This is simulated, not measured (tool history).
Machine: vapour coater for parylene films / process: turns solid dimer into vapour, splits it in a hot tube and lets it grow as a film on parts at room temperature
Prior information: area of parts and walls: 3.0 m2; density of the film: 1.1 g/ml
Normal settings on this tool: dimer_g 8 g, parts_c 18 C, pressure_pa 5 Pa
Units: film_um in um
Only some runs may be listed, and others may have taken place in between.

run   hour  dimer_g  parts_c  pressure_pa  film_um
  1      0        8       18            5     1.11
  2   44.3        8       18         2.41      1.2
  3   70.4        8       18         2.41     1.19
  4   99.5        8       18         2.41     1.18
  5  129.1        8       18         2.41      1.2
     151.1  -- trap's valve overhauled
  6  161.9        8       18         2.41      1.3
  7  185.9        8       18         2.57     1.29
  8  216.2        8       18         7.57     1.11
  9  255.8        8       18         7.57     1.09

For run 10, what comes out?
 10  277.6        8       18         7.57        ?

Run 10 gave film_um 1.09 um.
Take away the tool's hidden state, keep the run-to-run variation as it was, and the same run would have given film_um 1.12 um.
